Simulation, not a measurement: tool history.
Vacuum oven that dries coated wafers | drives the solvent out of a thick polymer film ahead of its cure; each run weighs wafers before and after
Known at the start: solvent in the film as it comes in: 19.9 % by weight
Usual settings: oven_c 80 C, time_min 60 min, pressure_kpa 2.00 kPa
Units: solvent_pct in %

{"run": 1, "hour": 0.0, "oven_c": 80, "time_min": 60, "pressure_kpa": 2.0, "solvent_pct": 2.1}
{"run": 2, "hour": 29.9, "oven_c": 80, "time_min": 60, "pressure_kpa": 2.0, "solvent_pct": 2.06}
{"run": 3, "hour": 56.4, "oven_c": 80, "time_min": 60, "pressure_kpa": 2.0, "solvent_pct": 2.0}
{"run": 4, "hour": 73.7, "oven_c": 76, "time_min": 60, "pressure_kpa": 2.0, "solvent_pct": 3.01}
{"run": 5, "hour": 95.4, "oven_c": 76, "time_min": 60, "pressure_kpa": 2.0, "solvent_pct": 2.97}
{"run": 6, "hour": 109.5, "oven_c": 80, "time_min": 60, "pressure_kpa": 4.24, "solvent_pct": 3.48}
{"run": 7, "hour": 140.1, "oven_c": 81, "time_min": 70, "pressure_kpa": 6.73, "solvent_pct": 4.62}
{"run": 8, "hour": 163.8, "oven_c": 81, "time_min": 70, "pressure_kpa": 6.73, "solvent_pct": 4.54}
{"run": 9, "hour": 194.2, "oven_c": 72, "time_min": 60, "pressure_kpa": 4.03, "solvent_pct": 5.82}
{"run": 10, "hour": 213.2, "oven_c": 72, "time_min": 60, "pressure_kpa": 4.03, "solvent_pct": 5.87}
{"run": 11, "hour": 235.9, "oven_c": 72, "time_min": 60, "pressure_kpa": 4.03, "solvent_pct": 5.82}

The same runs without the tool's hidden state, with the same run-to-run variation:
The hidden state here: true wafer temperature over the reading, C; true pressure over the reading, kPa; drift of the gauge itself on solvent_pct, %.
run=1 solvent_pct=2.12
run=2 solvent_pct=2.09
run=3 solvent_pct=2.03
run=4 solvent_pct=3.09
run=5 solvent_pct=3.07
run=6 solvent_pct=3.55
run=7 solvent_pct=4.70
run=8 solvent_pct=4.63
run=9 solvent_pct=6.03
run=10 solvent_pct=6.10
run=11 solvent_pct=6.05
